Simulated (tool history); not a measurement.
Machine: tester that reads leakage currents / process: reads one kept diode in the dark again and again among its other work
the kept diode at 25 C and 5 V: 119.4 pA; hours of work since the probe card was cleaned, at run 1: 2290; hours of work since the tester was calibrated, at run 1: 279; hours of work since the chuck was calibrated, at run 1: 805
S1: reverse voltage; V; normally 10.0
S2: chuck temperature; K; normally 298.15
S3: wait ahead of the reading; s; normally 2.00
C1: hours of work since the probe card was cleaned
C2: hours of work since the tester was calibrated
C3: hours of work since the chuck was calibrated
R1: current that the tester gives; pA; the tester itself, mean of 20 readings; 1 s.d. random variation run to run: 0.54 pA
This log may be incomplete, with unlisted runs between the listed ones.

run   hour    S1      S2    S3    C1   C2    C3      R1
  1    0.0  10.0  298.15  2.00  2290  279   805  215.17
  2   32.9  10.0  298.15  2.00  2306  295   821  214.32
  3   76.1  10.0  298.15  2.00  2328  317   843  215.89
  4  100.2  10.0  298.15  2.00  2340  329   855  216.51
  5  128.6  10.0  298.15  2.00  2354  344   870  216.50
  6  156.2  10.0  298.15  2.00  2368  357   883  216.56
  7  185.4  10.0  298.15  2.00  2383  372   898  216.08
  8  217.9  10.0  298.15  2.00  2399  389   915  216.78
  9  265.2  10.0  298.15  2.00  2423  412   938  217.22
 10  312.0   4.2  298.15  5.82  2447  436   962  127.77
 11  344.8   1.9  302.15  2.00  2463  453   978  112.67
 12  383.2   1.0  301.15  0.46  2483  472   998   70.98
 13  406.1   1.5  309.15  2.00  2494  483  1009  178.21

Below are 4 alternative next runs, each starting from the tool's condition after run 13. Predict each:
  A  427.1  10.0  304.15  2.00  2505  494  1020   ?
  B  427.1   7.6  309.15  2.00  2505  494  1020   ?
  C  427.1   2.1  295.15  4.23  2505  494  1020   ?
  D  427.1  10.0  309.15  1.72  2505  494  1020   ?

run      R1
  A  358.37
  B  457.77
  C   65.36
  D  541.80
What these runs would have given with no unlogged condition in the tool:
run      R1
  A  308.04
  B  406.18
  C   55.25
  D  478.38

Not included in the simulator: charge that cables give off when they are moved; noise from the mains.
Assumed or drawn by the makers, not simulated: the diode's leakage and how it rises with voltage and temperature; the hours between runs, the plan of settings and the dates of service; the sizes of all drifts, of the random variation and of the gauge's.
